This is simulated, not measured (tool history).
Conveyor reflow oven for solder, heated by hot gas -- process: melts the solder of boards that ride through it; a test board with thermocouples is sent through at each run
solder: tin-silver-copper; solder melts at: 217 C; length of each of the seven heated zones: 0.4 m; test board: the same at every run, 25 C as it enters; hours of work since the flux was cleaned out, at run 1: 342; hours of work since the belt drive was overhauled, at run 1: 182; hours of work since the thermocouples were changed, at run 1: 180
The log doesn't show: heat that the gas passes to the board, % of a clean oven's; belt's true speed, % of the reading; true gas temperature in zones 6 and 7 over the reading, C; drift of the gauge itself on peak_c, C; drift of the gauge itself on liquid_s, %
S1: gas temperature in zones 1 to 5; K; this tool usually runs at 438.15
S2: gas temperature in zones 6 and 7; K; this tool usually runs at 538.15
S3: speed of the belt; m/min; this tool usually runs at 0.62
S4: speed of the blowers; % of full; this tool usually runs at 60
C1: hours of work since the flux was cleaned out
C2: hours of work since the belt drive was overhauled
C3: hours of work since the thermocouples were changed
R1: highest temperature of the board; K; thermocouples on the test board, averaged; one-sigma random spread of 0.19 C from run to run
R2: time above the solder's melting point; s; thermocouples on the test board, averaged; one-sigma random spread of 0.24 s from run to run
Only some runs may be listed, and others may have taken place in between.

run   hour      S1      S2     S3  S4   C1   C2   C3      R1    R2
  1      0  438.15  538.15   0.62  60  342  182  180  515.45  44.6
  2    5.2  438.15  538.15   0.62  60  345  186  183  515.15  44.3
  3   11.4  438.15  538.15   0.62  60  349  190  187  515.05  44.6
  4     20  438.15  538.15   0.62  60  355  195  193  514.85  44.7
  5   24.7  438.15  538.15   0.62  68  358  198  196  517.75  47.6
  6   30.9  438.15  538.15   0.62  68  362  202  200  517.65  47.6
  7   40.5  438.15  538.15   0.62  68  368  208  206  517.35  47.7
  8   48.5  438.15  538.15   0.62  68  373  213  211  517.55  47.7
  9   57.5  438.15  538.15   0.62  68  379  219  217  517.65  47.7
      62.1  -- belt drive overhauled, speed set with a stopwatch
 10   71.3  438.15  538.15   0.62  68  385    6  223  517.35  47.5
 11   79.8  438.15  538.15   0.62  60  391   11  229  514.85  44.2
 12   84.5  438.15  538.15   0.62  60  394   14  232  515.05  44.3
 13   93.3  438.15  538.15  0.604  60  399   20  237  515.45  46.2
     102.1  -- belt drive overhauled, speed set with a stopwatch, once more
 14  104.5  438.15  538.15  0.604  60  404    2  242  515.95    46
 15  113.9  438.15  538.15   0.62  60  410    8  248  514.55  43.9
 16    124  438.15  538.15   0.62  60  416   14  255  515.05  43.9
 17  130.8  438.15  538.15   0.62  60  421   18  259  514.75  43.4
 18  140.5  438.15  538.15   0.62  58  427   25  265  513.75  42.1
 19  145.7  438.15  538.15   0.62  58  430   28  268  513.55  42.4
 20  152.3  438.15  538.15   0.62  55  435   32  273  512.65  40.5
 21  157.9  438.15  538.15   0.62  65  438   36  276  515.95  46.3
 22  167.5  438.15  538.15  0.698  69  444   42  282  512.45    36
 23  174.7  438.15  531.15   0.62  60  449   47  287  508.95  36.1
 24  182.6  438.15  538.15   0.62  75  454   52  292  518.45  49.2
 25  186.9  438.15  538.15   0.62  75  457   54  295  518.95    49
 26  192.4  438.15  538.15  0.669  77  460   58  298  515.75  42.3
 27  197.5  443.15  538.15   0.62  89  464   61  302  522.55  54.8
 28  202.4  438.15  536.15   0.62  60  467   64  305  512.65  41.1
 29  212.8  438.15  546.15   0.62  60  473   71  311  520.95  49.2
 30  219.1  438.15  546.15   0.62  60  477   75  316  520.45  49.5

Each row is a separate what-if for the run after 30, all from the same tool condition, not one after another. Results?
  A  223.8  450.15  538.15   0.62  58  480  78  319   ?   ?
  B  223.8  444.15  527.15   0.62  60  480  78  319   ?   ?
  C  223.8  438.15  549.15   0.62  70  480  78  319   ?   ?
  D  223.8  438.15  527.15  0.633  60  480  78  319   ?   ?

run      R1    R2
  A  516.35  49.1
  B  506.75  35.4
  C  526.65  54.6
  D  504.35  29.2
With the hidden condition removed and each run's random variation left untouched, the same runs would have given:
run      R1    R2
  A  520.35    54
  B  510.75  42.1
  C  531.75  58.9
  D  508.55  36.4
